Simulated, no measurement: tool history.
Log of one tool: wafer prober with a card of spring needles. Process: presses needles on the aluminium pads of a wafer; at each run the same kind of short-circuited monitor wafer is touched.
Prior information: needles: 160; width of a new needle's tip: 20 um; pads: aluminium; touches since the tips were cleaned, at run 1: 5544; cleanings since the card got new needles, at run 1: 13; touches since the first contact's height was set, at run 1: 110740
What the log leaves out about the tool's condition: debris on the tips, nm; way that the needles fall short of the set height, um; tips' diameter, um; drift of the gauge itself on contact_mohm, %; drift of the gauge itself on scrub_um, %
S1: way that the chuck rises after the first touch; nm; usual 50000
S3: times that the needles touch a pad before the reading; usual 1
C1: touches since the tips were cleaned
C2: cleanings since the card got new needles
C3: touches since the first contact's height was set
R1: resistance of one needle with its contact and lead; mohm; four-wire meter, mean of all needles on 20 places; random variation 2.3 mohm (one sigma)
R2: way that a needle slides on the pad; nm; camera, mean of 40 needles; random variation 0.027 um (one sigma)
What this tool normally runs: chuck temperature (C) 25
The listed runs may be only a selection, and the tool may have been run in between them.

run 1 hour=0.0 | S1=50000 chuck_temperature_(C)=25 S3=1 | C1=5544 C2=13 C3=110740 | R1=566 R2=8120
-- hour=8.2 tips cleaned on abrasive film
-- hour=11.6 height of the first contact set anew
run 2 hour=11.8 | S1=50000 chuck_temperature_(C)=25 S3=1 | C1=777 C2=14 C3=33 | R1=364 R2=8340
run 3 hour=23.8 | S1=50000 chuck_temperature_(C)=117 S3=1 | C1=3614 C2=14 C3=2870 | R1=495 R2=8300
run 4 hour=34.6 | S1=50000 chuck_temperature_(C)=117 S3=1 | C1=6175 C2=14 C3=5431 | R1=558 R2=8350
-- hour=39.8 tips cleaned on abrasive film
run 5 hour=44.8 | S1=50000 chuck_temperature_(C)=117 S3=1 | C1=1184 C2=15 C3=7811 | R1=396 R2=8310
run 6 hour=60.0 | S1=50000 chuck_temperature_(C)=117 S3=1 | C1=4774 C2=15 C3=11401 | R1=528 R2=8310
-- hour=71.1 tips cleaned on abrasive film
run 7 hour=77.5 | S1=50000 chuck_temperature_(C)=76 S3=1 | C1=1516 C2=16 C3=15518 | R1=400 R2=8290
run 8 hour=87.2 | S1=50000 chuck_temperature_(C)=25 S3=1 | C1=3803 C2=16 C3=17805 | R1=502 R2=8280
run 9 hour=101.3 | S1=43000 chuck_temperature_(C)=63 S3=1 | C1=7139 C2=16 C3=21141 | R1=686 R2=7100
-- hour=102.8 tips cleaned on abrasive film
run 10 hour=113.4 | S1=50000 chuck_temperature_(C)=33 S3=2 | C1=2509 C2=17 C3=23984 | R1=379 R2=8300
run 11 hour=131.8 | S1=50000 chuck_temperature_(C)=41 S3=3 | C1=6858 C2=17 C3=28333 | R1=383 R2=8260
-- hour=134.8 tips cleaned on abrasive film
run 12 hour=148.7 | S1=50000 chuck_temperature_(C)=57 S3=3 | C1=3264 C2=18 C3=32294 | R1=342 R2=8300
-- hour=167.2 tips cleaned on abrasive film
run 13 hour=167.2 | S1=50000 chuck_temperature_(C)=57 S3=3 | C1=19 C2=19 C3=36662 | R1=285 R2=8250
run 14 hour=184.1 | S1=46000 chuck_temperature_(C)=54 S3=1 | C1=4010 C2=19 C3=40653 | R1=574 R2=7600
-- hour=198.4 tips cleaned on abrasive film
run 15 hour=198.5 | S1=67000 chuck_temperature_(C)=25 S3=3 | C1=22 C2=20 C3=44028 | R1=260 R2=11130

Each row is a separate what-if for the run after 15, all from the same tool condition, not one after another. Results?
run A hour=207.3 | S1=50000 chuck_temperature_(C)=64 S3=3 | C1=2114 C2=20 C3=46120 | R1=? R2=?
run B hour=207.3 | S1=56000 chuck_temperature_(C)=63 S3=2 | C1=2114 C2=20 C3=46120 | R1=? R2=?
run C hour=207.3 | S1=50000 chuck_temperature_(C)=59 S3=2 | C1=2114 C2=20 C3=46120 | R1=? R2=?
run D hour=207.3 | S1=50000 chuck_temperature_(C)=108 S3=1 | C1=2114 C2=20 C3=46120 | R1=? R2=?

run=A R1=327 R2=8230
run=B R1=345 R2=9240
run=C R1=362 R2=8250
run=D R1=431 R2=8290
With no hidden state in the tool, these same runs would have given:
run=A R1=270 R2=8280
run=B R1=269 R2=9300
run=C R1=268 R2=8300
run=D R1=285 R2=8340
